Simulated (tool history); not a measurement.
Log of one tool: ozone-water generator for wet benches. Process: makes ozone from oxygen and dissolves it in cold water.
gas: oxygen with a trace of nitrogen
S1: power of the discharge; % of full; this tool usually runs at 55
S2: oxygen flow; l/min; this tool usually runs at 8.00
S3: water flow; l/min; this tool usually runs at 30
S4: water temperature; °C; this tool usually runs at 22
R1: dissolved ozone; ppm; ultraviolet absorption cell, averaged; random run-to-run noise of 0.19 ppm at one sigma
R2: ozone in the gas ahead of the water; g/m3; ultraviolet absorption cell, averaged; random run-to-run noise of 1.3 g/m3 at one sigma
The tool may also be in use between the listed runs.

{"run": 1, "hour": 0.0, "S1": 55, "S2": 8.0, "S3": 30, "S4": 22, "R1": 25.4, "R2": 233.6}
{"run": 2, "hour": 72.6, "S1": 55, "S2": 8.0, "S3": 30, "S4": 22, "R1": 24.9, "R2": 231.4}
{"run": 3, "hour": 136.2, "S1": 55, "S2": 8.0, "S3": 30, "S4": 22, "R1": 25.6, "R2": 230.5}
{"run": 4, "hour": 176.6, "S1": 55, "S2": 8.0, "S3": 32, "S4": 22, "R1": 23.9, "R2": 231.6}
{"run": 5, "hour": 247.4, "S1": 55, "S2": 8.0, "S3": 30, "S4": 22, "R1": 25.5, "R2": 231.6}
{"run": 6, "hour": 311.0, "S1": 55, "S2": 8.0, "S3": 30, "S4": 22, "R1": 25.2, "R2": 229.5}
{"run": 7, "hour": 376.1, "S1": 55, "S2": 8.0, "S3": 22, "S4": 22, "R1": 31.9, "R2": 229.2}
{"run": 8, "hour": 409.1, "S1": 55, "S2": 8.0, "S3": 22, "S4": 22, "R1": 32.2, "R2": 233.0}
{"run": 9, "hour": 480.4, "S1": 55, "S2": 8.0, "S3": 30, "S4": 22, "R1": 25.3, "R2": 232.1}
{"run": 10, "hour": 527.2, "S1": 55, "S2": 8.0, "S3": 29, "S4": 22, "R1": 25.9, "R2": 230.6}
{"run": 11, "hour": 593.1, "S1": 55, "S2": 8.0, "S3": 29, "S4": 22, "R1": 26.2, "R2": 231.0}
{"run": 12, "hour": 655.9, "S1": 55, "S2": 8.0, "S3": 29, "S4": 22, "R1": 25.9, "R2": 231.0}
{"run": 13, "hour": 695.9, "S1": 55, "S2": 5.9, "S3": 30, "S4": 22, "R1": 25.1, "R2": 266.2}
{"run": 14, "hour": 735.4, "S1": 55, "S2": 5.9, "S3": 30, "S4": 22, "R1": 25.1, "R2": 266.5}
{"run": 15, "hour": 787.0, "S1": 55, "S2": 5.9, "S3": 30, "S4": 22, "R1": 24.5, "R2": 266.4}
{"run": 16, "hour": 859.1, "S1": 55, "S2": 5.9, "S3": 30, "S4": 22, "R1": 25.0, "R2": 266.7}
{"run": 17, "hour": 896.2, "S1": 55, "S2": 5.9, "S3": 30, "S4": 22, "R1": 24.9, "R2": 266.4}
{"run": 18, "hour": 966.1, "S1": 55, "S2": 5.9, "S3": 30, "S4": 22, "R1": 24.8, "R2": 266.8}
{"run": 19, "hour": 1011.0, "S1": 55, "S2": 8.0, "S3": 35, "S4": 25, "R1": 20.7, "R2": 230.7}
{"run": 20, "hour": 1048.0, "S1": 73, "S2": 8.0, "S3": 35, "S4": 21, "R1": 25.8, "R2": 264.5}
{"run": 21, "hour": 1105.4, "S1": 55, "S2": 10.91, "S3": 37, "S4": 24, "R1": 20.1, "R2": 198.1}
{"run": 22, "hour": 1139.4, "S1": 43, "S2": 4.4, "S3": 36, "S4": 19, "R1": 17.7, "R2": 274.2}
{"run": 23, "hour": 1177.7, "S1": 41, "S2": 7.43, "S3": 20, "S4": 22, "R1": 29.0, "R2": 206.6}
{"run": 24, "hour": 1234.7, "S1": 61, "S2": 8.1, "S3": 35, "S4": 18, "R1": 24.2, "R2": 238.8}
{"run": 25, "hour": 1283.9, "S1": 61, "S2": 10.12, "S3": 42, "S4": 18, "R1": 20.8, "R2": 214.2}
{"run": 26, "hour": 1315.1, "S1": 96, "S2": 8.0, "S3": 30, "S4": 22, "R1": 32.8, "R2": 301.0}
{"run": 27, "hour": 1349.0, "S1": 96, "S2": 8.0, "S3": 30, "S4": 22, "R1": 33.3, "R2": 302.3}
{"run": 28, "hour": 1386.0, "S1": 55, "S2": 8.35, "S3": 30, "S4": 28, "R1": 22.8, "R2": 226.0}
{"run": 29, "hour": 1421.1, "S1": 55, "S2": 9.05, "S3": 30, "S4": 22, "R1": 25.1, "R2": 217.1}
{"run": 30, "hour": 1467.0, "S1": 55, "S2": 9.05, "S3": 30, "S4": 22, "R1": 24.9, "R2": 214.9}
{"run": 31, "hour": 1514.1, "S1": 91, "S2": 12.41, "S3": 37, "S4": 28, "R1": 24.0, "R2": 239.1}
{"run": 32, "hour": 1572.1, "S1": 42, "S2": 6.32, "S3": 40, "S4": 27, "R1": 15.4, "R2": 225.2}
{"run": 33, "hour": 1627.3, "S1": 55, "S2": 9.78, "S3": 30, "S4": 20, "R1": 25.8, "R2": 208.2}

Between the runs listed above, the log contained 1 entry, not reproduced here. Where in the sequence does each belong, and how does what the log doesn't record of the tool's condition differ from the listed run before to the listed run after?
Between runs 15 and 16: water thermometer calibrated (hour 844.5)
  yield of the discharge, % of new electrodes': 98.2 -> 98.1; contactor's efficiency, % of a clean one's: 90.7 -> 90.6; true water temperature over the reading, C: 0.27 -> 0.09
  the result without the hidden state subtracted from the measured one, R1: -1.5 -> -1.4 ppm; R2: -4.2 -> -4.5 g/m3
